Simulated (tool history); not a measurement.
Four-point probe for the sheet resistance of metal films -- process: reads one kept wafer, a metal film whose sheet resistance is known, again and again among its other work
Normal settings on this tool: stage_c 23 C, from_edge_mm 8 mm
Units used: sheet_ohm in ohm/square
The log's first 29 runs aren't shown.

run	day	stage_c	from_edge_mm	touches since the probe head was changed	hours of work since the stage's thermometer was calibrated	sheet_ohm
# day 26.762: stage's thermometer calibrated
30	27.500	33	3	85628	13	0.124294
31	28.733	22	5	87448	34	0.123829
32	30.046	22	5	89386	57	0.123839
# day 30.258: new probe head fitted
33	31.242	19	4	1457	77	0.122062
34	32.225	19	4	2913	95	0.122161
35	32.842	31	9	3823	105	0.120590
36	33.558	20	8	4879	118	0.121385
# day 34.296: stage's thermometer calibrated, once more
37	34.825	32	31	6725	9	0.120358
38	36.158	22	52	8696	32	0.120993
39	36.850	21	52	9716	45	0.121075
40	37.658	23	31	10911	59	0.120961
41	38.692	20	69	12439	77	0.121132
42	39.575	31	18	13746	92	0.120550
43	40.679	31	18	15378	111	0.120579
44	42.050	30	8	17402	135	0.120875

5 ways to go on from here, each from the tool as it stands after run 44. What would each give?
A	43.350	27	70	19324	158	?
B	43.350	31	18	19324	158	?
C	43.350	22	8	19324	158	?
D	43.350	34	68	19324	158	?
E	43.350	21	14	19324	158	?

run	sheet_ohm
A	0.120807
B	0.120666
C	0.121360
D	0.120369
E	0.121273
The same runs, with their run-to-run variation unchanged, on a tool lacking any hidden condition would have given:
run	sheet_ohm
A	0.121442
B	0.121301
C	0.121997
D	0.121002
E	0.121910

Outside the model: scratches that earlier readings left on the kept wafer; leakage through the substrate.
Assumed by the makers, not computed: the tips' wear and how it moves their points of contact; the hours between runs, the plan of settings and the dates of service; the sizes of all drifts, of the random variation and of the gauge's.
